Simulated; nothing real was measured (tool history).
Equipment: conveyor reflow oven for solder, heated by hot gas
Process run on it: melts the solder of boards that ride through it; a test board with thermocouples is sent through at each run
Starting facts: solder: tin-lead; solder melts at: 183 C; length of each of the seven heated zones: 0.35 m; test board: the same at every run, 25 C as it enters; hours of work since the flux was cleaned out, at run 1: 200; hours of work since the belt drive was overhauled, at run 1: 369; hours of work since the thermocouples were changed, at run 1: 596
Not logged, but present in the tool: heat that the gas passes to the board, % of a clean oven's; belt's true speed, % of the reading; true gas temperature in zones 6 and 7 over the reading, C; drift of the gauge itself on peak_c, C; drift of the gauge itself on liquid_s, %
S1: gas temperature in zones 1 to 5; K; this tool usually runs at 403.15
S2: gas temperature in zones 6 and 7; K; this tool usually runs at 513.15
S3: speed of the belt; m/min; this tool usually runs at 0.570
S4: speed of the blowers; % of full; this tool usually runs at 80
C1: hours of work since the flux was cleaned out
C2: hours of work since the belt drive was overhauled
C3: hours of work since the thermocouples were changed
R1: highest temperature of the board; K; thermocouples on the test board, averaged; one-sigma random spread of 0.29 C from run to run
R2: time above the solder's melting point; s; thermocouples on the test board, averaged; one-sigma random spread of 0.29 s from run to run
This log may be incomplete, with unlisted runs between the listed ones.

{"run": 1, "day": 0.0, "S1": 403.15, "S2": 513.15, "S3": 0.57, "S4": 80, "C1": 200, "C2": 369, "C3": 596, "R1": 495.75, "R2": 56.8}
{"run": 2, "day": 0.333, "S1": 403.15, "S2": 513.15, "S3": 0.57, "S4": 80, "C1": 205, "C2": 375, "C3": 601, "R1": 495.85, "R2": 56.7}
{"run": 3, "day": 0.971, "S1": 403.15, "S2": 513.15, "S3": 0.57, "S4": 80, "C1": 215, "C2": 384, "C3": 611, "R1": 496.35, "R2": 56.8}
{"run": 4, "day": 1.708, "S1": 403.15, "S2": 513.15, "S3": 0.57, "S4": 80, "C1": 226, "C2": 396, "C3": 623, "R1": 496.05, "R2": 56.8}
{"run": 5, "day": 2.121, "S1": 403.15, "S2": 513.15, "S3": 0.57, "S4": 80, "C1": 233, "C2": 402, "C3": 629, "R1": 496.15, "R2": 57.2}
{"run": 6, "day": 2.462, "S1": 403.15, "S2": 513.15, "S3": 0.57, "S4": 80, "C1": 238, "C2": 408, "C3": 634, "R1": 496.25, "R2": 57.1}
{"run": 7, "day": 3.021, "S1": 403.15, "S2": 513.15, "S3": 0.57, "S4": 80, "C1": 247, "C2": 416, "C3": 643, "R1": 496.15, "R2": 57.1}
{"run": 8, "day": 3.5, "S1": 403.15, "S2": 513.15, "S3": 0.57, "S4": 80, "C1": 254, "C2": 424, "C3": 650, "R1": 496.05, "R2": 56.3}
{"run": 9, "day": 4.079, "S1": 405.15, "S2": 513.15, "S3": 0.57, "S4": 80, "C1": 263, "C2": 433, "C3": 659, "R1": 496.85, "R2": 57.9}
{"run": 10, "day": 4.679, "S1": 403.15, "S2": 519.15, "S3": 0.57, "S4": 52, "C1": 273, "C2": 442, "C3": 669, "R1": 496.35, "R2": 56.1}
{"run": 11, "day": 5.342, "S1": 403.15, "S2": 519.15, "S3": 0.57, "S4": 52, "C1": 283, "C2": 453, "C3": 679, "R1": 495.75, "R2": 56.4}
{"day": 6.088, "done": "flux residue cleaned out of gas plates and filters"}
{"run": 12, "day": 6.15, "S1": 392.15, "S2": 520.15, "S3": 0.568, "S4": 51, "C1": 1, "C2": 462, "C3": 688, "R1": 494.15, "R2": 52.0}
{"run": 13, "day": 6.667, "S1": 406.15, "S2": 512.15, "S3": 0.46, "S4": 89, "C1": 9, "C2": 470, "C3": 697, "R1": 502.75, "R2": 77.2}
{"run": 14, "day": 7.396, "S1": 407.15, "S2": 513.15, "S3": 0.57, "S4": 58, "C1": 20, "C2": 481, "C3": 708, "R1": 492.65, "R2": 55.0}
{"run": 15, "day": 7.85, "S1": 413.15, "S2": 518.15, "S3": 0.57, "S4": 80, "C1": 27, "C2": 488, "C3": 715, "R1": 502.25, "R2": 63.4}

Forecast each of these 4 alternatives for the next run:
{"run": "A", "day": 8.488, "S1": 413.15, "S2": 518.15, "S3": 0.464, "S4": 83, "C1": 37, "C2": 498, "C3": 725, "R1": "?", "R2": "?"}
{"run": "B", "day": 8.488, "S1": 407.15, "S2": 514.15, "S3": 0.631, "S4": 80, "C1": 37, "C2": 498, "C3": 725, "R1": "?", "R2": "?"}
{"run": "C", "day": 8.488, "S1": 402.15, "S2": 521.15, "S3": 0.633, "S4": 80, "C1": 37, "C2": 498, "C3": 725, "R1": "?", "R2": "?"}
{"run": "D", "day": 8.488, "S1": 413.15, "S2": 504.15, "S3": 0.636, "S4": 76, "C1": 37, "C2": 498, "C3": 725, "R1": "?", "R2": "?"}

run=A R1=508.65 R2=82.3
run=B R1=494.05 R2=50.6
run=C R1=499.05 R2=51.8
run=D R1=485.95 R2=46.4
With the hidden condition removed and each run's random variation left untouched, the same runs would have given:
run=A R1=508.45 R2=82.2
run=B R1=493.85 R2=50.5
run=C R1=498.95 R2=51.7
run=D R1=485.75 R2=46.2

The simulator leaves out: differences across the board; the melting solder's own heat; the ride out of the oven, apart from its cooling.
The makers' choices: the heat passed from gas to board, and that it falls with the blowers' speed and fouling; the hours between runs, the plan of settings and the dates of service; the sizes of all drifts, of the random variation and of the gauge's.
